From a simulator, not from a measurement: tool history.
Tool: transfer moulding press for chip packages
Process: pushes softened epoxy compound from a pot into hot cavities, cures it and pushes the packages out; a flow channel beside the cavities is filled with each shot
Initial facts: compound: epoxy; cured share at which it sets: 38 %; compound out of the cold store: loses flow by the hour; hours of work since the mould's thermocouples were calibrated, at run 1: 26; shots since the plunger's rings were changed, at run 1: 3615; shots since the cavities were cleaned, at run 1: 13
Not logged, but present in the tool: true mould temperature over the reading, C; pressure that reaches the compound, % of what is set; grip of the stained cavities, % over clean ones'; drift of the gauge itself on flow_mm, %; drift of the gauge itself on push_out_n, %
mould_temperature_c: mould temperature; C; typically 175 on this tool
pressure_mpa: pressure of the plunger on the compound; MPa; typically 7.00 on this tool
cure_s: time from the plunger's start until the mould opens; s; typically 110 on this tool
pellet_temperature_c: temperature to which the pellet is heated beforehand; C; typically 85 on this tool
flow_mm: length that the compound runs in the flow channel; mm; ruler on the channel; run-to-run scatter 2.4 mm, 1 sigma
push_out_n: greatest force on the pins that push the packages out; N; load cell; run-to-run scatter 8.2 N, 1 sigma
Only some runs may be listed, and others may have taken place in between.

run	day	mould_temperature_c	pressure_mpa	cure_s	pellet_temperature_c	hours of work since the mould's thermocouples were calibrated	shots since the plunger's rings were changed	shots since the cavities were cleaned	incoming compound's hours out of the cold store	flow_mm	push_out_n
1	0.000	175	7.00	110	85	26	3615	13	19.2	960	368
2	1.496	175	7.00	110	85	46	3979	377	21.5	953	569
# day 2.154: cavities cleaned with cleaning compound and waxed
3	2.904	175	7.00	110	85	64	4306	182	13.7	973	482
# day 3.638: plunger's sealing rings changed
# day 4.412: cavities cleaned with cleaning compound and waxed
4	5.092	176	7.00	110	85	91	337	164	47.6	912	432
# day 6.675: cavities cleaned with cleaning compound and waxed
5	7.179	175	7.00	110	80	119	829	122	40.5	935	439
6	8.308	175	7.00	110	80	134	1104	397	26.2	965	540
# day 8.904: cavities cleaned with cleaning compound and waxed
7	10.254	175	6.82	110	80	159	1561	328	45.9	901	539
# day 11.142: cavities cleaned with cleaning compound and waxed
8	11.738	175	6.82	110	80	179	1906	144	32.3	930	449
# day 13.342: cavities cleaned with cleaning compound and waxed
9	13.342	173	7.00	110	85	199	2281	0	21.7	981	437
10	14.854	173	7.00	110	85	220	2648	367	12.9	1002	687
# day 15.512: cavities cleaned with cleaning compound and waxed
11	16.433	175	7.00	110	82	240	3016	223	38.9	919	497

The next listed run, before its measurement:
# day 17.762: cavities cleaned with cleaning compound and waxed
12	19.008	175	7.00	110	82	274	3627	303	31.5	?	?

{"run 12": {"flow_mm": 928, "push_out_n": 531}}
The same run, on a tool lacking any hidden state, would have yielded flow_mm 959 mm, push_out_n 354 N.
